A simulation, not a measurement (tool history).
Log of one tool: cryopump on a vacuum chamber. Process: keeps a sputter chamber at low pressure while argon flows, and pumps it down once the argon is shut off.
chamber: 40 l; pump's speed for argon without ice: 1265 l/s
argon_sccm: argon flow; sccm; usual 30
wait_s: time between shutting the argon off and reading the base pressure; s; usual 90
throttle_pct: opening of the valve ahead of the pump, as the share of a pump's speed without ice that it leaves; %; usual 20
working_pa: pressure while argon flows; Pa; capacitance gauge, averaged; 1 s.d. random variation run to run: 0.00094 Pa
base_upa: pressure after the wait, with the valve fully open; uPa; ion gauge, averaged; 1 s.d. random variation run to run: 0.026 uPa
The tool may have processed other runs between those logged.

| run | hour | argon_sccm | wait_s | throttle_pct | working_pa | base_upa |
|---|---|---|---|---|---|---|
| 1 | 0 | 30 | 90 | 20 | 0.209 | 2.67 |
| 2 | 14.3 | 30 | 90 | 20 | 0.2086 | 2.63 |
| 3 | 28.6 | 30 | 90 | 20 | 0.2089 | 2.73 |
| 4 | 38.6 | 30 | 90 | 18 | 0.2323 | 2.78 |
| 5 | 56 | 30 | 90 | 18 | 0.2299 | 2.74 |
| 6 | 67.6 | 30 | 294 | 18 | 0.2322 | 2.09 |
| 7 | 79.2 | 30 | 90 | 19 | 0.221 | 2.7 |
| 8 | 89.9 | 30 | 90 | 19 | 0.2205 | 2.79 |
| 9 | 106.3 | 30 | 90 | 19 | 0.221 | 2.78 |
| 10 | 117.1 | 30 | 90 | 46 | 0.0976 | 2.86 |
| 11 | 132.8 | 30 | 90 | 46 | 0.0972 | 2.95 |
| 12 | 143.1 | 30 | 90 | 54 | 0.0855 | 2.98 |
| 13 | 160.2 | 30 | 90 | 24 | 0.1779 | 3.02 |
| 14 | 179.9 | 42 | 158 | 25 | 0.2391 | 2.6 |
| 15 | 191.4 | 42 | 158 | 25 | 0.2398 | 2.67 |
| 16 | 202.9 | 30 | 141 | 37 | 0.1209 | 2.69 |
| 17 | 215.9 | 30 | 88 | 53 | 0.087 | 3.14 |
| 18 | 226.2 | 30 | 132 | 19 | 0.2251 | 2.86 |
| 19 | 239.8 | 30 | 132 | 19 | 0.2245 | 2.76 |
| 20 | 258.3 | 30 | 132 | 19 | 0.2249 | 2.9 |
| 21 | 274.7 | 30 | 132 | 19 | 0.2232 | 2.9 |
| 22 | 286.3 | 30 | 132 | 19 | 0.2216 | 2.83 |
| 23 | 304.2 | 17 | 97 | 60 | 0.045 | 3.2 |
| 24 | 322.2 | 34 | 227 | 20 | 0.2427 | 2.75 |
| 25 | 334.8 | 23 | 23 | 58 | 0.0635 | 6 |

What if the next run were any one of these 3? Each begins from the tool's condition after run 25:
| A | 347.8 | 23 | 121 | 35 | ? | ? |
| B | 347.8 | 20 | 90 | 35 | ? | ? |
| C | 347.8 | 21 | 23 | 58 | ? | ? |

| run | working_pa | base_upa |
|---|---|---|
| A | 0.0978 | 3.15 |
| B | 0.0862 | 3.44 |
| C | 0.0583 | 6.12 |
Had the tool no hidden state, the same runs would have come out as:
| run | working_pa | base_upa |
|---|---|---|
| A | 0.0872 | 0.93 |
| B | 0.0769 | 1.18 |
| C | 0.0486 | 3.89 |
